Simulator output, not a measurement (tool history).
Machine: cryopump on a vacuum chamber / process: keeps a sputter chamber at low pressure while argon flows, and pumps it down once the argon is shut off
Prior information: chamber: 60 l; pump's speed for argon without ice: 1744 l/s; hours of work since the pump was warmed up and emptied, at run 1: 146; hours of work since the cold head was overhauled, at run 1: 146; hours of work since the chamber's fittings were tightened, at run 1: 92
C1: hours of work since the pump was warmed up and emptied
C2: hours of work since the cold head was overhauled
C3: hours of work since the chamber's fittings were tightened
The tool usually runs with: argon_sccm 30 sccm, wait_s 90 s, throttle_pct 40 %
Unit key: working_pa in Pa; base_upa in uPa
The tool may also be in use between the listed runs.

run 1 day=0.000 | argon_sccm=30 wait_s=90 throttle_pct=40 | C1=146 C2=146 C3=92 | working_pa=0.0751 base_upa=0.73
run 2 day=0.433 | argon_sccm=30 wait_s=90 throttle_pct=40 | C1=151 C2=151 C3=97 | working_pa=0.0745 base_upa=0.69
run 3 day=1.121 | argon_sccm=30 wait_s=90 throttle_pct=40 | C1=159 C2=159 C3=105 | working_pa=0.0741 base_upa=0.70
run 4 day=1.854 | argon_sccm=30 wait_s=90 throttle_pct=40 | C1=167 C2=167 C3=113 | working_pa=0.0752 base_upa=0.80
run 5 day=2.425 | argon_sccm=30 wait_s=90 throttle_pct=40 | C1=174 C2=174 C3=120 | working_pa=0.0746 base_upa=0.74
run 6 day=3.112 | argon_sccm=30 wait_s=90 throttle_pct=40 | C1=182 C2=182 C3=128 | working_pa=0.0748 base_upa=0.72
run 7 day=3.796 | argon_sccm=30 wait_s=90 throttle_pct=40 | C1=190 C2=190 C3=136 | working_pa=0.0744 base_upa=0.73
run 8 day=4.454 | argon_sccm=30 wait_s=90 throttle_pct=35 | C1=197 C2=197 C3=143 | working_pa=0.0855 base_upa=0.72
run 9 day=5.146 | argon_sccm=30 wait_s=90 throttle_pct=35 | C1=205 C2=205 C3=151 | working_pa=0.0851 base_upa=0.73
run 10 day=5.654 | argon_sccm=30 wait_s=90 throttle_pct=35 | C1=211 C2=211 C3=157 | working_pa=0.0858 base_upa=0.76
run 11 day=6.254 | argon_sccm=30 wait_s=90 throttle_pct=35 | C1=218 C2=218 C3=164 | working_pa=0.0841 base_upa=0.77
run 12 day=6.742 | argon_sccm=35 wait_s=90 throttle_pct=40 | C1=224 C2=224 C3=169 | working_pa=0.0872 base_upa=0.78
run 13 day=7.146 | argon_sccm=35 wait_s=90 throttle_pct=40 | C1=228 C2=228 C3=174 | working_pa=0.0878 base_upa=0.77
run 14 day=7.633 | argon_sccm=30 wait_s=30 throttle_pct=40 | C1=234 C2=234 C3=180 | working_pa=0.0749 base_upa=1.68
run 15 day=8.075 | argon_sccm=30 wait_s=30 throttle_pct=40 | C1=239 C2=239 C3=185 | working_pa=0.0751 base_upa=1.65
run 16 day=8.750 | argon_sccm=16 wait_s=90 throttle_pct=40 | C1=247 C2=247 C3=193 | working_pa=0.0411 base_upa=0.76
run 17 day=9.179 | argon_sccm=16 wait_s=90 throttle_pct=40 | C1=252 C2=252 C3=198 | working_pa=0.0407 base_upa=0.80
run 18 day=9.538 | argon_sccm=34 wait_s=38 throttle_pct=23 | C1=256 C2=256 C3=202 | working_pa=0.1445 base_upa=1.39
run 19 day=10.308 | argon_sccm=51 wait_s=95 throttle_pct=28 | C1=265 C2=265 C3=211 | working_pa=0.1815 base_upa=0.78
run 20 day=10.971 | argon_sccm=51 wait_s=95 throttle_pct=28 | C1=272 C2=272 C3=218 | working_pa=0.1810 base_upa=0.77
run 21 day=11.442 | argon_sccm=30 wait_s=42 throttle_pct=46 | C1=278 C2=278 C3=224 | working_pa=0.0671 base_upa=1.38
run 22 day=11.850 | argon_sccm=30 wait_s=90 throttle_pct=38 | C1=283 C2=283 C3=228 | working_pa=0.0793 base_upa=0.83
run 23 day=12.442 | argon_sccm=30 wait_s=90 throttle_pct=21 | C1=289 C2=289 C3=235 | working_pa=0.1413 base_upa=0.80
run 24 day=12.888 | argon_sccm=30 wait_s=90 throttle_pct=21 | C1=294 C2=294 C3=240 | working_pa=0.1415 base_upa=0.81
run 25 day=13.221 | argon_sccm=30 wait_s=27 throttle_pct=40 | C1=298 C2=298 C3=244 | working_pa=0.0752 base_upa=1.87
run 26 day=13.904 | argon_sccm=27 wait_s=34 throttle_pct=41 | C1=306 C2=306 C3=252 | working_pa=0.0663 base_upa=1.53
run 27 day=14.300 | argon_sccm=52 wait_s=28 throttle_pct=21 | C1=311 C2=311 C3=256 | working_pa=0.2445 base_upa=1.82
run 28 day=14.879 | argon_sccm=43 wait_s=22 throttle_pct=30 | C1=317 C2=317 C3=263 | working_pa=0.1432 base_upa=2.28
run 29 day=15.225 | argon_sccm=45 wait_s=155 throttle_pct=40 | C1=321 C2=321 C3=267 | working_pa=0.1136 base_upa=0.63
run 30 day=15.921 | argon_sccm=26 wait_s=90 throttle_pct=40 | C1=329 C2=329 C3=275 | working_pa=0.0668 base_upa=0.86
run 31 day=16.367 | argon_sccm=13 wait_s=193 throttle_pct=40 | C1=335 C2=335 C3=280 | working_pa=0.0328 base_upa=0.61
run 32 day=16.950 | argon_sccm=30 wait_s=90 throttle_pct=22 | C1=341 C2=341 C3=287 | working_pa=0.1353 base_upa=0.86
run 33 day=17.529 | argon_sccm=20 wait_s=162 throttle_pct=40 | C1=348 C2=348 C3=294 | working_pa=0.0510 base_upa=0.64
run 34 day=18.225 | argon_sccm=30 wait_s=90 throttle_pct=19 | C1=356 C2=356 C3=302 | working_pa=0.1562 base_upa=0.83

5 options for the next run, each taken on its own from the tool as it stands now. Forecast them:
run A day=18.629 | argon_sccm=13 wait_s=30 throttle_pct=40 | C1=361 C2=361 C3=306 | working_pa=? base_upa=?
run B day=18.629 | argon_sccm=17 wait_s=126 throttle_pct=19 | C1=361 C2=361 C3=306 | working_pa=? base_upa=?
run C day=18.629 | argon_sccm=30 wait_s=106 throttle_pct=19 | C1=361 C2=361 C3=306 | working_pa=? base_upa=?
run D day=18.629 | argon_sccm=34 wait_s=90 throttle_pct=19 | C1=361 C2=361 C3=306 | working_pa=? base_upa=?
run E day=18.629 | argon_sccm=46 wait_s=90 throttle_pct=15 | C1=361 C2=361 C3=306 | working_pa=? base_upa=?

run=A working_pa=0.0324 base_upa=1.74
run=B working_pa=0.0882 base_upa=0.74
run=C working_pa=0.1577 base_upa=0.79
run=D working_pa=0.1772 base_upa=0.88
run=E working_pa=0.3022 base_upa=0.88
Take away the tool's hidden state, keep each run's random variation, and the runs would have read:
run=A working_pa=0.0309 base_upa=1.52
run=B working_pa=0.0862 base_upa=0.51
run=C working_pa=0.1541 base_upa=0.57
run=D working_pa=0.1730 base_upa=0.65
run=E working_pa=0.2966 base_upa=0.65
